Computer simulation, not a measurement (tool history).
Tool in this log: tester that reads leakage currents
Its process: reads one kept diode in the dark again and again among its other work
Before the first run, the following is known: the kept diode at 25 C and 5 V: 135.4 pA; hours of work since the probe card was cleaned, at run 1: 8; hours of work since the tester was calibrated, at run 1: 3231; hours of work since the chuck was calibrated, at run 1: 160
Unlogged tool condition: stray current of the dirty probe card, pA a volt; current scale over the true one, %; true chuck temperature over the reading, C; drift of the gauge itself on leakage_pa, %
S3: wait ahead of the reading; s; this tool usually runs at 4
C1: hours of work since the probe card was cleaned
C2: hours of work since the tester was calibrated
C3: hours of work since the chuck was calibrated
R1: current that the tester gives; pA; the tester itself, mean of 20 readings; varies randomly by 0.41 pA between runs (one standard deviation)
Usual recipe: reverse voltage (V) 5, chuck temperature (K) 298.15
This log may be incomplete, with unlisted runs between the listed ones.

Run 1, day 0: usual settings; C1 8; C2 3231; C3 160. Result: R1 135.35 pA.
Run 2, day 5.392: usual settings; C1 81; C2 3304; C3 233. Result: R1 135.28 pA.
Run 3, day 10.171: usual settings; C1 146; C2 3368; C3 297. Result: R1 135.24 pA.
Run 4, day 12.683: usual settings; C1 180; C2 3402; C3 331. Result: R1 136.08 pA.
Run 5, day 16.942: usual settings; C1 237; C2 3460; C3 389. Result: R1 135.22 pA.
Run 6, day 21.117: usual settings; C1 294; C2 3516; C3 445. Result: R1 135.14 pA.
Run 7, day 23.662: usual settings but chuck temperature (K) 325.15; C1 328; C2 3551; C3 480. Result: R1 1229.55 pA.
Run 8, day 28.092: usual settings but chuck temperature (K) 330.15; C1 388; C2 3610; C3 539. Result: R1 1774.9 pA.
Run 9, day 32.771: usual settings but chuck temperature (K) 330.15; C1 451; C2 3674; C3 603. Result: R1 1775.89 pA.
Run 10, day 37.958: usual settings; C1 521; C2 3744; C3 673. Result: R1 135.66 pA.
Run 11, day 43.033: usual settings; C1 590; C2 3812; C3 741. Result: R1 135.22 pA.
Run 12, day 46.138: usual settings; C1 632; C2 3854; C3 783. Result: R1 135.07 pA.
Run 13, day 49.096: usual settings; C1 672; C2 3894; C3 823. Result: R1 135 pA.
Run 14, day 54.8: usual settings; C1 749; C2 3971; C3 900. Result: R1 135 pA.
Run 15, day 57.554: usual settings; C1 786; C2 4009; C3 937. Result: R1 135.68 pA.
Run 16, day 61.646: usual settings but reverse voltage (V) 1.71; C1 841; C2 4064; C3 993. Result: R1 83.03 pA.
Run 17, day 65.917: usual settings; C1 899; C2 4122; C3 1050. Result: R1 136.07 pA.
Run 18, day 69.2: usual settings; C1 943; C2 4166; C3 1095. Result: R1 135.25 pA.
Run 19, day 73.075: usual settings; C1 996; C2 4218; C3 1147. Result: R1 135.9 pA.
Run 20, day 75.771: usual settings; C1 1032; C2 4255; C3 1184. Result: R1 135.75 pA.
Run 21, day 79.408: usual settings; C1 1081; C2 4304; C3 1233. Result: R1 135.52 pA.
Run 22, day 82.592: usual settings but reverse voltage (V) 1.1, chuck temperature (K) 310.15, S3 9.91 s; C1 1124; C2 4347; C3 1276. Result: R1 188.1 pA.
Run 23, day 86.304: usual settings but reverse voltage (V) 1.1, chuck temperature (K) 310.15, S3 9.91 s; C1 1174; C2 4397; C3 1326. Result: R1 188.71 pA.
Run 24, day 88.888: usual settings but reverse voltage (V) 1.78; C1 1209; C2 4432; C3 1361. Result: R1 83.78 pA.
Run 25, day 94.708: usual settings but reverse voltage (V) 3.57, chuck temperature (K) 308.15, S3 2.45 s; C1 1288; C2 4511; C3 1439. Result: R1 273.52 pA.
Run 26, day 98.988: usual settings but reverse voltage (V) 1.55, chuck temperature (K) 312.15, S3 0.9 s; C1 1346; C2 4568; C3 1497. Result: R1 259.46 pA.
Run 27, day 102.075: usual settings but chuck temperature (K) 320.15; C1 1387; C2 4610; C3 1539. Result: R1 838.86 pA.
Run 28, day 104.662: usual settings but chuck temperature (K) 320.15; C1 1422; C2 4645; C3 1574. Result: R1 837.5 pA.
At day 108.138: tester calibrated.
Run 29, day 108.138: usual settings but reverse voltage (V) 2.57, chuck temperature (K) 294.15, S3 9.64 s; C1 1468; C2 0; C3 1620. Result: R1 69.42 pA.
Run 30, day 112.671: usual settings but reverse voltage (V) 2.57, chuck temperature (K) 294.15, S3 9.64 s; C1 1529; C2 61; C3 1681. Result: R1 69.37 pA.
Run 31, day 115.729: usual settings but reverse voltage (V) 2.57, chuck temperature (K) 301.15, S3 6.58 s; C1 1571; C2 103; C3 1722. Result: R1 129.53 pA.
Run 32, day 120.6: usual settings but reverse voltage (V) 11.72, chuck temperature (K) 297.15, S3 0.81 s; C1 1637; C2 168; C3 1788. Result: R1 183.93 pA.
Run 33, day 123.117: usual settings but reverse voltage (V) 11.72, chuck temperature (K) 297.15, S3 0.81 s; C1 1671; C2 202; C3 1822. Result: R1 184.74 pA.
Run 34, day 126.971: usual settings but reverse voltage (V) 6.78, chuck temperature (K) 297.15; C1 1723; C2 254; C3 1874. Result: R1 142.15 pA.
At day 130.104: chuck's temperature calibrated.
Run 35, day 132.092: usual settings but reverse voltage (V) 1.94, chuck temperature (K) 315.15, S3 0.41 s; C1 1791; C2 322; C3 27. Result: R1 369.57 pA.
Run 36, day 136.129: usual settings but S3 0.57 s; C1 1845; C2 377; C3 81. Result: R1 135.98 pA.
Run 37, day 138.854: usual settings but S3 0.57 s; C1 1882; C2 414; C3 118. Result: R1 136.65 pA.
Run 38, day 142.488: usual settings but chuck temperature (K) 297.15, S3 5.58 s; C1 1931; C2 463; C3 167. Result: R1 124.06 pA.
Run 39, day 146.125: usual settings but S3 0.62 s; C1 1980; C2 512; C3 216. Result: R1 136.22 pA.

Below are 4 alternative next runs, each starting from the tool's condition after run 39. Predict each:
Run A, day 151.704: usual settings but S3 7.63 s; C1 2056; C2 587; C3 292. Result: R1 ?.
Run B, day 151.704: usual settings but chuck temperature (K) 308.15, S3 1.89 s; C1 2056; C2 587; C3 292. Result: R1 ?.
Run C, day 151.704: usual settings but reverse voltage (V) 8.15, chuck temperature (K) 295.15, S3 4.25 s; C1 2056; C2 587; C3 292. Result: R1 ?.
Run D, day 151.704: usual settings but reverse voltage (V) 9.89, chuck temperature (K) 314.15, S3 1.41 s; C1 2056; C2 587; C3 292. Result: R1 ?.

run      R1
  A  136.02
  B  320.99
  C  129.79
  D  720.44
Stripped of hidden state, with their random variation kept, the same runs would have yielded:
run      R1
  A  136.05
  B  321.12
  C  129.79
  D  720.74

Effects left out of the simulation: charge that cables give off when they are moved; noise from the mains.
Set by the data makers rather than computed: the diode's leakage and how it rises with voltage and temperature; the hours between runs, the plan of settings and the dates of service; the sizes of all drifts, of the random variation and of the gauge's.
